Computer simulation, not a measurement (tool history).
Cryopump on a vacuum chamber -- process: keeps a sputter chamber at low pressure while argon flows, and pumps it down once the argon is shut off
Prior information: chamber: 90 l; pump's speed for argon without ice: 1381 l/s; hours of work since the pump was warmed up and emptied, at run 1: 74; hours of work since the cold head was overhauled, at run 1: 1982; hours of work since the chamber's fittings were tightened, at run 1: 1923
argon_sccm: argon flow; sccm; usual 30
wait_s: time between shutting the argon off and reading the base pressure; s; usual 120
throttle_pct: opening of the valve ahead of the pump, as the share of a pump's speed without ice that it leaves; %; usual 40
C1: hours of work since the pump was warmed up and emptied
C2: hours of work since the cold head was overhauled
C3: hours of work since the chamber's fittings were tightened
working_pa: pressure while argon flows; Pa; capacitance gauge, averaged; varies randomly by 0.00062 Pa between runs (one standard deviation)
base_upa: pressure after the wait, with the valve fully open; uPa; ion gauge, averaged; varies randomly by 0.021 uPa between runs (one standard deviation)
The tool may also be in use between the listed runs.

{"run": 1, "day": 0.0, "argon_sccm": 30, "wait_s": 120, "throttle_pct": 40, "C1": 74, "C2": 1982, "C3": 1923, "working_pa": 0.0945, "base_upa": 0.79}
{"run": 2, "day": 1.408, "argon_sccm": 30, "wait_s": 120, "throttle_pct": 40, "C1": 100, "C2": 2008, "C3": 1949, "working_pa": 0.0945, "base_upa": 0.73}
{"run": 3, "day": 3.25, "argon_sccm": 30, "wait_s": 120, "throttle_pct": 40, "C1": 134, "C2": 2043, "C3": 1983, "working_pa": 0.0952, "base_upa": 0.76}
{"run": 4, "day": 4.717, "argon_sccm": 30, "wait_s": 120, "throttle_pct": 40, "C1": 162, "C2": 2070, "C3": 2011, "working_pa": 0.095, "base_upa": 0.74}
{"run": 5, "day": 6.821, "argon_sccm": 30, "wait_s": 120, "throttle_pct": 39, "C1": 201, "C2": 2109, "C3": 2050, "working_pa": 0.0982, "base_upa": 0.75}
{"run": 6, "day": 9.467, "argon_sccm": 30, "wait_s": 278, "throttle_pct": 39, "C1": 250, "C2": 2158, "C3": 2099, "working_pa": 0.0997, "base_upa": 0.65}
{"run": 7, "day": 11.583, "argon_sccm": 30, "wait_s": 278, "throttle_pct": 39, "C1": 289, "C2": 2197, "C3": 2138, "working_pa": 0.1001, "base_upa": 0.64}
{"run": 8, "day": 13.579, "argon_sccm": 30, "wait_s": 278, "throttle_pct": 39, "C1": 326, "C2": 2234, "C3": 2175, "working_pa": 0.1011, "base_upa": 0.64}
{"run": 9, "day": 16.246, "argon_sccm": 23, "wait_s": 278, "throttle_pct": 29, "C1": 376, "C2": 2284, "C3": 2225, "working_pa": 0.1033, "base_upa": 0.71}
{"run": 10, "day": 18.483, "argon_sccm": 43, "wait_s": 120, "throttle_pct": 40, "C1": 417, "C2": 2326, "C3": 2266, "working_pa": 0.143, "base_upa": 0.84}
{"run": 11, "day": 21.0, "argon_sccm": 43, "wait_s": 120, "throttle_pct": 40, "C1": 464, "C2": 2372, "C3": 2313, "working_pa": 0.1451, "base_upa": 0.86}
{"run": 12, "day": 23.246, "argon_sccm": 43, "wait_s": 163, "throttle_pct": 40, "C1": 506, "C2": 2414, "C3": 2355, "working_pa": 0.1452, "base_upa": 0.86}
{"run": 13, "day": 24.733, "argon_sccm": 24, "wait_s": 23, "throttle_pct": 30, "C1": 534, "C2": 2442, "C3": 2382, "working_pa": 0.1062, "base_upa": 1.9}

Results for each run, recomputed without the tool's hidden state and with each run's random variation untouched:
Hidden state present: pump's speed, % of a pump's without ice; cold plate's temperature, K; leak into the chamber, uPa l/s; drift of the gauge itself on working_pa, %; drift of the gauge itself on base_upa, %.
run=1 working_pa=0.0921 base_upa=0.51
run=2 working_pa=0.0917 base_upa=0.45
run=3 working_pa=0.0919 base_upa=0.47
run=4 working_pa=0.0913 base_upa=0.44
run=5 working_pa=0.0938 base_upa=0.44
run=6 working_pa=0.0944 base_upa=0.32
run=7 working_pa=0.0942 base_upa=0.31
run=8 working_pa=0.0944 base_upa=0.29
run=9 working_pa=0.0974 base_upa=0.35
run=10 working_pa=0.1309 base_upa=0.45
run=11 working_pa=0.1317 base_upa=0.45
run=12 working_pa=0.1307 base_upa=0.42
run=13 working_pa=0.0977 base_upa=1.47
